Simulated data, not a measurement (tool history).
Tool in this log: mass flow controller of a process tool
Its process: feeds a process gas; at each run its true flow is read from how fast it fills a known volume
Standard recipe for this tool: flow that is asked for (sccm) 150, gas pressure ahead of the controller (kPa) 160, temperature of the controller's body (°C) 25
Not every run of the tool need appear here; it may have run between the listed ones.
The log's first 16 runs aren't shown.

run     hour  flow that is asked for (sccm)  gas pressure ahead of the controller (kPa)  temperature of the controller's body (°C)  hours of work since the controller was set to zero  hours of work since the controller was changed  true flow (%)
 17   5649.2                            150                                         160                                         25                                                4268                                            4268           97.7
 18   5847.6                            150                                         160                                         25                                                4388                                            4388          97.64
 19   6271.8                            150                                         160                                         25                                                4644                                            4644          97.63
 20     6575                            379                                         160                                         25                                                4828                                            4828          97.68
 21   6844.5                            143                                         160                                         34                                                4990                                            4990          96.76
 22   7186.2                            143                                         160                                         34                                                5197                                            5197           96.7
 23     7396                            177                                         252                                         22                                                5323                                            5323          98.43
 24     7703                            177                                         252                                         22                                                5509                                            5509          98.25
 25     7962                            177                                         192                                         22                                                5665                                            5665          97.85
 26   8277.5                            150                                         201                                         35                                                5856                                            5856          96.75
 27   8501.7                            330                                         204                                         20                                                5991                                            5991          97.94
 28   8761.9                            330                                         252                                         39                                                6148                                            6148          96.56
 29   8980.5                            150                                         258                                         39                                                6280                                            6280           96.7
 30   9337.5                             55                                         258                                         25                                                6496                                            6496         100.32
 31   9656.6                             55                                         209                                         25                                                6689                                            6689          99.92
 32     9894                             55                                         209                                         25                                                6832                                            6832         100.05
 33  10103.2                            242                                         145                                         27                                                6958                                            6958          96.47
 34  10318.6                            150                                         140                                         30                                                7089                                            7089          96.53
 35  10529.9                            150                                         160                                         27                                                7216                                            7216          96.94
 36  11014.1                            217                                         218                                         27                                                7509                                            7509          97.11
 37  11490.5                            217                                         218                                         27                                                7796                                            7796          96.93
     11709.8  -- controller exchanged for a calibrated one
 38  11709.8                            217                                         218                                         27                                                   0                                               0          99.14
 39  12084.8                            217                                         218                                         27                                                 226                                             226          99.18

Below are 5 alternative next runs, each starting from the tool's condition after run 39. Predict each:
  A  12403.7                            417                                         169                                         40                                                 419                                             419              ?
  B  12403.7                            150                                         160                                         39                                                 419                                             419              ?
  C  12403.7                            228                                         224                                         24                                                 419                                             419              ?
  D  12403.7                            150                                         165                                         38                                                 419                                             419              ?
  E  12403.7                            150                                         160                                         37                                                 419                                             419              ?

run  true flow (%)
  A          98.01
  B          97.28
  C          99.49
  D          97.49
  E           97.5
Without the tool's unlogged condition, the same runs would have read:
run  true flow (%)
  A          98.07
  B          97.25
  C          99.51
  D          97.46
  E          97.47
